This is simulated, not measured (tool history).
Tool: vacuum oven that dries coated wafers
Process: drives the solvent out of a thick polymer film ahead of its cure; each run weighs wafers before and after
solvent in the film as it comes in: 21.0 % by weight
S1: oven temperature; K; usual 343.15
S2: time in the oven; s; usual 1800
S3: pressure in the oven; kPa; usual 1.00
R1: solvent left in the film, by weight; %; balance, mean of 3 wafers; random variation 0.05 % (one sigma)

run 1 hour=0.0 | S1=343.15 S2=1800 S3=1.00 | R1=1.81
run 2 hour=6.5 | S1=343.15 S2=1800 S3=1.00 | R1=1.81
run 3 hour=13.5 | S1=343.15 S2=2400 S3=1.00 | R1=1.21
run 4 hour=25.8 | S1=343.15 S2=2400 S3=1.00 | R1=1.12
run 5 hour=35.1 | S1=343.15 S2=1800 S3=1.00 | R1=1.76
run 6 hour=46.8 | S1=343.15 S2=1800 S3=1.00 | R1=1.85
run 7 hour=52.2 | S1=343.15 S2=1800 S3=1.00 | R1=1.88
run 8 hour=62.8 | S1=343.15 S2=1800 S3=1.25 | R1=2.03
run 9 hour=72.4 | S1=343.15 S2=1800 S3=1.25 | R1=1.98
run 10 hour=77.7 | S1=343.15 S2=2340 S3=1.00 | R1=1.19
run 11 hour=87.3 | S1=350.15 S2=1980 S3=2.76 | R1=1.58
run 12 hour=94.3 | S1=334.15 S2=1800 S3=1.85 | R1=4.52
run 13 hour=99.9 | S1=334.15 S2=1800 S3=1.85 | R1=4.44
run 14 hour=107.3 | S1=350.15 S2=1800 S3=1.00 | R1=0.88
run 15 hour=119.7 | S1=350.15 S2=1800 S3=1.00 | R1=0.87
run 16 hour=126.1 | S1=334.15 S2=2160 S3=2.50 | R1=4.32
run 17 hour=134.1 | S1=343.15 S2=2640 S3=1.00 | R1=1.03
run 18 hour=146.3 | S1=343.15 S2=2640 S3=0.62 | R1=0.83
run 19 hour=155.2 | S1=343.15 S2=2640 S3=0.62 | R1=0.75

3 ways to go on from here, each from the tool as it stands after run 19. What would each give?
run A hour=161.8 | S1=344.15 S2=3000 S3=0.91 | R1=?
run B hour=161.8 | S1=331.15 S2=1860 S3=0.94 | R1=?
run C hour=161.8 | S1=335.15 S2=2640 S3=0.62 | R1=?

run=A R1=0.77
run=B R1=4.62
run=C R1=1.86
Without the tool's hidden state the same runs would have given:
run=A R1=0.82
run=B R1=5.09
run=C R1=2.11

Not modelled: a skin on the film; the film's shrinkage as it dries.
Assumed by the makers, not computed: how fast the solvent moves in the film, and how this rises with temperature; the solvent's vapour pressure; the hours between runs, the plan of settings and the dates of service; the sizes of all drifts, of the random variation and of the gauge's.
